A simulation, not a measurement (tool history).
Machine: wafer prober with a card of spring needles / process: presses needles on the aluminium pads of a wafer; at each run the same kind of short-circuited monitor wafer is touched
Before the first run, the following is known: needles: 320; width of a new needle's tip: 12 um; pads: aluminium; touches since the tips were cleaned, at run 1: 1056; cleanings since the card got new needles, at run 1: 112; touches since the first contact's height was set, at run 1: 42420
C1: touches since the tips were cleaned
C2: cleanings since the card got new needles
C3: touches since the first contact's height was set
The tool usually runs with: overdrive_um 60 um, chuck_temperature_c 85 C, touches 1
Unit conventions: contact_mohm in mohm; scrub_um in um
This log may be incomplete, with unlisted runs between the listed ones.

{"run": 1, "day": 0.0, "overdrive_um": 60, "chuck_temperature_c": 85, "touches": 1, "C1": 1056, "C2": 112, "C3": 42420, "contact_mohm": 267, "scrub_um": 14.81}
{"day": 0.404, "done": "tips cleaned on abrasive film"}
{"day": 1.025, "done": "tips cleaned on abrasive film"}
{"run": 2, "day": 1.471, "overdrive_um": 60, "chuck_temperature_c": 85, "touches": 1, "C1": 3389, "C2": 114, "C3": 53483, "contact_mohm": 267, "scrub_um": 14.78}
{"day": 1.604, "done": "tips cleaned on abrasive film"}
{"day": 2.217, "done": "tips cleaned on abrasive film"}
{"day": 2.808, "done": "tips cleaned on abrasive film"}
{"run": 3, "day": 3.083, "overdrive_um": 60, "chuck_temperature_c": 85, "touches": 1, "C1": 2085, "C2": 117, "C3": 65573, "contact_mohm": 265, "scrub_um": 14.86}
{"day": 3.35, "done": "tips cleaned on abrasive film"}
{"day": 3.925, "done": "tips cleaned on abrasive film"}
{"day": 4.571, "done": "tips cleaned on abrasive film"}
{"run": 4, "day": 4.571, "overdrive_um": 60, "chuck_temperature_c": 85, "touches": 1, "C1": 0, "C2": 120, "C3": 76724, "contact_mohm": 265, "scrub_um": 14.82}
{"day": 5.167, "done": "tips cleaned on abrasive film"}
{"day": 5.179, "done": "height of the first contact set anew"}
{"day": 5.771, "done": "tips cleaned on abrasive film"}
{"day": 6.35, "done": "tips cleaned on abrasive film"}
{"run": 5, "day": 6.35, "overdrive_um": 60, "chuck_temperature_c": 85, "touches": 1, "C1": 0, "C2": 123, "C3": 8798, "contact_mohm": 265, "scrub_um": 14.82}
{"day": 6.938, "done": "tips cleaned on abrasive film"}
{"day": 7.475, "done": "tips cleaned on abrasive film"}
{"day": 8.125, "done": "tips cleaned on abrasive film"}
{"run": 6, "day": 8.183, "overdrive_um": 60, "chuck_temperature_c": 85, "touches": 1, "C1": 434, "C2": 126, "C3": 22575, "contact_mohm": 263, "scrub_um": 14.82}
{"day": 8.721, "done": "tips cleaned on abrasive film"}
{"day": 9.321, "done": "tips cleaned on abrasive film"}
{"run": 7, "day": 9.679, "overdrive_um": 60, "chuck_temperature_c": 85, "touches": 1, "C1": 2711, "C2": 128, "C3": 33839, "contact_mohm": 268, "scrub_um": 14.79}
{"day": 9.954, "done": "tips cleaned on abrasive film"}
{"day": 10.504, "done": "tips cleaned on abrasive film"}
{"day": 11.15, "done": "tips cleaned on abrasive film"}
{"run": 8, "day": 11.633, "overdrive_um": 60, "chuck_temperature_c": 85, "touches": 1, "C1": 3637, "C2": 131, "C3": 48497, "contact_mohm": 270, "scrub_um": 14.8}
{"day": 11.729, "done": "tips cleaned on abrasive film"}
{"day": 12.292, "done": "tips cleaned on abrasive film"}
{"day": 12.9, "done": "tips cleaned on abrasive film"}
{"run": 9, "day": 13.158, "overdrive_um": 53, "chuck_temperature_c": 85, "touches": 1, "C1": 1959, "C2": 134, "C3": 59959, "contact_mohm": 265, "scrub_um": 13.07}
{"day": 13.517, "done": "tips cleaned on abrasive film"}
{"day": 14.138, "done": "tips cleaned on abrasive film"}
{"run": 10, "day": 14.483, "overdrive_um": 53, "chuck_temperature_c": 85, "touches": 1, "C1": 2640, "C2": 136, "C3": 69920, "contact_mohm": 263, "scrub_um": 13.08}
{"day": 14.754, "done": "tips cleaned on abrasive film"}
{"day": 15.312, "done": "tips cleaned on abrasive film"}
{"run": 11, "day": 15.538, "overdrive_um": 60, "chuck_temperature_c": 85, "touches": 2, "C1": 1711, "C2": 138, "C3": 77826, "contact_mohm": 265, "scrub_um": 14.81}
{"day": 15.908, "done": "tips cleaned on abrasive film"}
{"day": 15.921, "done": "height of the first contact set anew"}
{"day": 16.488, "done": "tips cleaned on abrasive film"}
{"run": 12, "day": 16.846, "overdrive_um": 60, "chuck_temperature_c": 115, "touches": 1, "C1": 2692, "C2": 140, "C3": 6954, "contact_mohm": 271, "scrub_um": 14.81}
{"day": 17.104, "done": "tips cleaned on abrasive film"}
{"day": 17.771, "done": "tips cleaned on abrasive film"}
{"day": 18.342, "done": "tips cleaned on abrasive film"}
{"run": 13, "day": 18.754, "overdrive_um": 60, "chuck_temperature_c": 41, "touches": 1, "C1": 3135, "C2": 143, "C3": 21299, "contact_mohm": 254, "scrub_um": 14.82}
{"day": 18.892, "done": "tips cleaned on abrasive film"}
{"day": 19.492, "done": "tips cleaned on abrasive film"}
{"run": 14, "day": 19.762, "overdrive_um": 60, "chuck_temperature_c": 41, "touches": 1, "C1": 2050, "C2": 145, "C3": 28854, "contact_mohm": 251, "scrub_um": 14.81}
{"day": 20.162, "done": "tips cleaned on abrasive film"}
{"day": 20.708, "done": "tips cleaned on abrasive film"}
{"run": 15, "day": 21.121, "overdrive_um": 48, "chuck_temperature_c": 85, "touches": 1, "C1": 3122, "C2": 147, "C3": 39076, "contact_mohm": 267, "scrub_um": 11.85}
{"day": 21.254, "done": "tips cleaned on abrasive film"}
{"day": 21.921, "done": "tips cleaned on abrasive film"}
{"day": 22.542, "done": "tips cleaned on abrasive film"}
{"run": 16, "day": 23.025, "overdrive_um": 68, "chuck_temperature_c": 56, "touches": 1, "C1": 3663, "C2": 150, "C3": 53370, "contact_mohm": 254, "scrub_um": 16.74}
{"day": 23.162, "done": "tips cleaned on abrasive film"}
{"day": 23.779, "done": "tips cleaned on abrasive film"}
{"run": 17, "day": 24.1, "overdrive_um": 68, "chuck_temperature_c": 56, "touches": 1, "C1": 2418, "C2": 152, "C3": 61428, "contact_mohm": 259, "scrub_um": 16.75}
{"day": 24.362, "done": "tips cleaned on abrasive film"}
{"day": 25.008, "done": "tips cleaned on abrasive film"}
{"day": 25.638, "done": "tips cleaned on abrasive film"}
{"run": 18, "day": 25.883, "overdrive_um": 60, "chuck_temperature_c": 33, "touches": 2, "C1": 1885, "C2": 155, "C3": 74845, "contact_mohm": 248, "scrub_um": 14.81}
{"day": 26.221, "done": "tips cleaned on abrasive film"}
{"day": 26.675, "done": "height of the first contact set anew"}
{"day": 26.788, "done": "tips cleaned on abrasive film"}
{"run": 19, "day": 27.254, "overdrive_um": 60, "chuck_temperature_c": 33, "touches": 2, "C1": 3541, "C2": 157, "C3": 4366, "contact_mohm": 250, "scrub_um": 14.84}
{"day": 27.392, "done": "tips cleaned on abrasive film"}
{"day": 28.021, "done": "tips cleaned on abrasive film"}
{"day": 28.662, "done": "tips cleaned on abrasive film"}
{"day": 29.246, "done": "tips cleaned on abrasive film"}
{"run": 20, "day": 29.246, "overdrive_um": 60, "chuck_temperature_c": 28, "touches": 3, "C1": 0, "C2": 161, "C3": 19275, "contact_mohm": 248, "scrub_um": 14.82}
{"day": 29.871, "done": "tips cleaned on abrasive film"}
{"day": 30.438, "done": "tips cleaned on abrasive film"}
{"day": 31.029, "done": "tips cleaned on abrasive film"}
{"run": 21, "day": 31.192, "overdrive_um": 60, "chuck_temperature_c": 28, "touches": 2, "C1": 1235, "C2": 164, "C3": 33909, "contact_mohm": 248, "scrub_um": 14.8}
{"day": 31.596, "done": "tips cleaned on abrasive film"}
{"run": 22, "day": 32.021, "overdrive_um": 68, "chuck_temperature_c": 100, "touches": 2, "C1": 3226, "C2": 165, "C3": 40162, "contact_mohm": 264, "scrub_um": 16.8}
{"day": 32.138, "done": "tips cleaned on abrasive film"}
{"day": 32.762, "done": "tips cleaned on abrasive film"}
{"day": 33.338, "done": "tips cleaned on abrasive film"}
{"run": 23, "day": 33.617, "overdrive_um": 79, "chuck_temperature_c": 84, "touches": 3, "C1": 2107, "C2": 168, "C3": 52120, "contact_mohm": 263, "scrub_um": 19.52}
{"day": 33.888, "done": "tips cleaned on abrasive film"}
{"day": 34.529, "done": "tips cleaned on abrasive film"}
{"day": 35.083, "done": "tips cleaned on abrasive film"}
{"run": 24, "day": 35.35, "overdrive_um": 79, "chuck_temperature_c": 84, "touches": 3, "C1": 2016, "C2": 171, "C3": 65142, "contact_mohm": 256, "scrub_um": 19.51}
{"day": 35.733, "done": "tips cleaned on abrasive film"}
{"run": 25, "day": 36.258, "overdrive_um": 79, "chuck_temperature_c": 84, "touches": 3, "C1": 3984, "C2": 172, "C3": 71983, "contact_mohm": 261, "scrub_um": 19.54}

For run 26, what comes out?
{"day": 36.396, "done": "tips cleaned on abrasive film"}
{"day": 37.008, "done": "tips cleaned on abrasive film"}
{"run": 26, "day": 37.292, "overdrive_um": 79, "chuck_temperature_c": 84, "touches": 3, "C1": 2140, "C2": 174, "C3": 79719, "contact_mohm": "?", "scrub_um": "?"}

{"run 26": {"contact_mohm": 260, "scrub_um": 19.54}}
Were there no unlogged condition in the tool, this run, its random variation unchanged, would have produced contact_mohm 260 mohm, scrub_um 19.55 um.
